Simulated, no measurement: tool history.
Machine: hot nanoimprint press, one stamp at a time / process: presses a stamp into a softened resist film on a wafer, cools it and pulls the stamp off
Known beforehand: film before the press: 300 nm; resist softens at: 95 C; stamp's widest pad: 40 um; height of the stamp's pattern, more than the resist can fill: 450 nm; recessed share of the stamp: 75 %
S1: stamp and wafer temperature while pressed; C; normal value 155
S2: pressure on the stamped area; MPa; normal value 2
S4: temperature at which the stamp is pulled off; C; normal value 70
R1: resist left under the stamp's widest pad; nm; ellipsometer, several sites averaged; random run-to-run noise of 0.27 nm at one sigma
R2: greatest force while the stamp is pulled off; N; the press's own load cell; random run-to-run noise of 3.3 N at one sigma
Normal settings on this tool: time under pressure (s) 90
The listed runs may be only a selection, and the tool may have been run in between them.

Run 1, hour 0: usual settings. Result: R1 141.2 nm, R2 207 N.
Run 2, hour 10.6: usual settings. Result: R1 141.8 nm, R2 202 N.
Run 3, hour 18.8: usual settings. Result: R1 140.8 nm, R2 206 N.
Run 4, hour 25.5: usual settings but S2 2.57 MPa. Result: R1 122.8 nm, R2 204 N.
Run 5, hour 35.1: usual settings. Result: R1 141.6 nm, R2 210 N.
Run 6, hour 45.2: usual settings. Result: R1 141.2 nm, R2 209 N.
Run 7, hour 52.8: usual settings. Result: R1 141.1 nm, R2 208 N.
Run 8, hour 59.8: usual settings but S1 149 C. Result: R1 185.3 nm, R2 217 N.
Run 9, hour 67.9: usual settings but S1 149 C. Result: R1 184.2 nm, R2 214 N.
Run 10, hour 75.6: usual settings. Result: R1 141.5 nm, R2 213 N.
Run 11, hour 83.6: usual settings. Result: R1 141.1 nm, R2 216 N.
Run 12, hour 89.4: usual settings. Result: R1 141 nm, R2 214 N.
Run 13, hour 96.3: usual settings. Result: R1 141.1 nm, R2 219 N.
Run 14, hour 104.8: usual settings. Result: R1 141.2 nm, R2 224 N.
Run 15, hour 112.7: usual settings but S1 143 C. Result: R1 232.1 nm, R2 219 N.
Run 16, hour 122.7: usual settings but S1 143 C, S4 59 C. Result: R1 232.6 nm, R2 260 N.
Run 17, hour 128.6: usual settings but S1 159 C, S4 77 C. Result: R1 117.2 nm, R2 199 N.
Run 18, hour 135: usual settings but S1 159 C, S4 77 C. Result: R1 117.1 nm, R2 199 N.
Run 19, hour 140.5: usual settings but S1 148 C, S2 1.35 MPa. Result: R1 225.5 nm, R2 234 N.
Run 20, hour 146.4: usual settings but S1 148 C, S2 1.3 MPa, S4 61 C. Result: R1 228.3 nm, R2 268 N.
Run 21, hour 151.2: usual settings but time under pressure (s) 47, S4 67 C. Result: R1 171.6 nm, R2 245 N.
Run 22, hour 156.4: usual settings but S4 75 C. Result: R1 140.9 nm, R2 209 N.
Run 23, hour 165.3: usual settings but S2 2.14 MPa, time under pressure (s) 102. Result: R1 130.5 nm, R2 228 N.
Run 24, hour 175: usual settings but S1 164 C, S2 1.61 MPa, time under pressure (s) 147. Result: R1 89.9 nm, R2 231 N.
Run 25, hour 180.5: usual settings but S1 153 C, S2 1.42 MPa, time under pressure (s) 86, S4 63 C. Result: R1 185.7 nm, R2 264 N.
Run 26, hour 190.3: usual settings but S2 3.04 MPa, time under pressure (s) 109, S4 62 C. Result: R1 103.8 nm, R2 263 N.
Run 27, hour 198.4: usual settings but S2 3.04 MPa, time under pressure (s) 109, S4 62 C. Result: R1 103.7 nm, R2 266 N.
Run 28, hour 205.8: usual settings but S2 1.69 MPa, time under pressure (s) 84, S4 61 C. Result: R1 157.5 nm, R2 282 N.
Run 29, hour 213.9: usual settings but S2 1.69 MPa, time under pressure (s) 84, S4 61 C. Result: R1 157.4 nm, R2 282 N.
Run 30, hour 220: usual settings but S1 154 C, time under pressure (s) 139. Result: R1 128.1 nm, R2 235 N.
Run 31, hour 230.7: usual settings but S1 154 C, time under pressure (s) 139. Result: R1 128.4 nm, R2 247 N.

Predict each of these 3 candidate next runs independently; none follows another, all start after run 31:
Run A, hour 235: usual settings but S1 154 C, S2 2.32 MPa, time under pressure (s) 137. Result: R1 ?, R2 ?.
Run B, hour 235: usual settings but S4 65 C. Result: R1 ?, R2 ?.
Run C, hour 235: usual settings but S1 163 C, S2 1.98 MPa, S4 66 C. Result: R1 ?, R2 ?.

run     R1   R2
  A  118.4  242
  B  140.7  269
  C   98.2  268
Take away the tool's hidden state, keep each run's random variation, and the runs would have read:
run     R1   R2
  A  120.9  188
  B  143.5  209
  C  100.1  209
